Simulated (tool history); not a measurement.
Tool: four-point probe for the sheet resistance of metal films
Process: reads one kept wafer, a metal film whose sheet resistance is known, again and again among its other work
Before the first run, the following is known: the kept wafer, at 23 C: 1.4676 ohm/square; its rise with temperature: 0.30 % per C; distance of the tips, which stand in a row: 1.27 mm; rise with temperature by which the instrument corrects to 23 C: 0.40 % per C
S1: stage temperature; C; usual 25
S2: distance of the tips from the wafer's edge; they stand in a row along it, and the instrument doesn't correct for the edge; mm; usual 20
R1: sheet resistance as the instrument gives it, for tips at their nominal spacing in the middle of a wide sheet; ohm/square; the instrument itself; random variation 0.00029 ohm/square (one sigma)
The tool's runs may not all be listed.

| run | day | S1 | S2 | R1 |
|---|---|---|---|---|
| 1 | 0 | 25 | 20 | 1.470858 |
| 2 | 1.192 | 25 | 20 | 1.470951 |
| 3 | 3.425 | 25 | 20 | 1.470535 |
| 4 | 4.529 | 25 | 4 | 1.542352 |
| 5 | 5.688 | 25 | 4 | 1.542843 |
| 6 | 7.454 | 25 | 4 | 1.54298 |
| 7 | 9.638 | 25 | 22 | 1.469833 |
| 8 | 11.796 | 25 | 22 | 1.470365 |
| 9 | 13.2 | 25 | 22 | 1.470847 |
| 10 | 14.254 | 25 | 22 | 1.470491 |
| 11 | 15.617 | 25 | 22 | 1.470337 |
| 12 | 17.633 | 25 | 22 | 1.469931 |
| 13 | 19.629 | 25 | 22 | 1.470118 |
| 14 | 21.062 | 25 | 22 | 1.470585 |
| 15 | 23.1 | 20 | 20 | 1.478779 |
| 16 | 25.075 | 20 | 20 | 1.479136 |
| 17 | 26.092 | 20 | 20 | 1.47941 |
| 18 | 27.125 | 25 | 70 | 1.468249 |
| 19 | 28.875 | 25 | 70 | 1.468408 |
| 20 | 30.333 | 25 | 70 | 1.468457 |
| 21 | 32.779 | 25 | 4 | 1.542681 |
| 22 | 34.75 | 25 | 4 | 1.543612 |
| 23 | 36.1 | 25 | 4 | 1.543607 |
| 24 | 38.204 | 25 | 3 | 1.596303 |
| 25 | 39.296 | 29 | 16 | 1.467055 |
| 26 | 40.288 | 29 | 16 | 1.467151 |
| 27 | 42.062 | 29 | 16 | 1.467649 |
| 28 | 43.542 | 24 | 14 | 1.476619 |
| 29 | 45.854 | 32 | 3 | 1.584842 |
| 30 | 47.904 | 32 | 3 | 1.58495 |
| 31 | 49.95 | 19 | 15 | 1.483299 |
| 32 | 51.388 | 19 | 15 | 1.483588 |
| 33 | 53.233 | 19 | 15 | 1.483441 |
|  | 54.079 | stage's thermometer calibrated |
| 34 | 54.758 | 31 | 3 | 1.588309 |
| 35 | 56.538 | 31 | 3 | 1.588509 |
| 36 | 58.917 | 20 | 49 | 1.478061 |
| 37 | 60.121 | 24 | 38 | 1.472212 |
| 38 | 62.446 | 20 | 46 | 1.478212 |
| 39 | 64.792 | 20 | 46 | 1.47774 |
| 40 | 66.983 | 23 | 14 | 1.479512 |
| 41 | 69.35 | 27 | 6 | 1.501596 |
| 42 | 70.858 | 27 | 6 | 1.501344 |
| 43 | 73.183 | 27 | 6 | 1.50123 |
| 44 | 74.908 | 29 | 26 | 1.465854 |
| 45 | 77.262 | 29 | 26 | 1.465749 |

Alternative continuations, all from the tool just after run 45; predict every row:
| A | 79.638 | 25 | 25 | ? |
| B | 79.638 | 25 | 5 | ? |
| C | 79.638 | 19 | 3 | ? |

| run | R1 |
|---|---|
| A | 1.472339 |
| B | 1.51922 |
| C | 1.608572 |
The same runs, with their run-to-run variation unchanged, on a tool lacking any hidden condition would have given:
| run | R1 |
|---|---|
| A | 1.46671 |
| B | 1.513428 |
| C | 1.602479 |
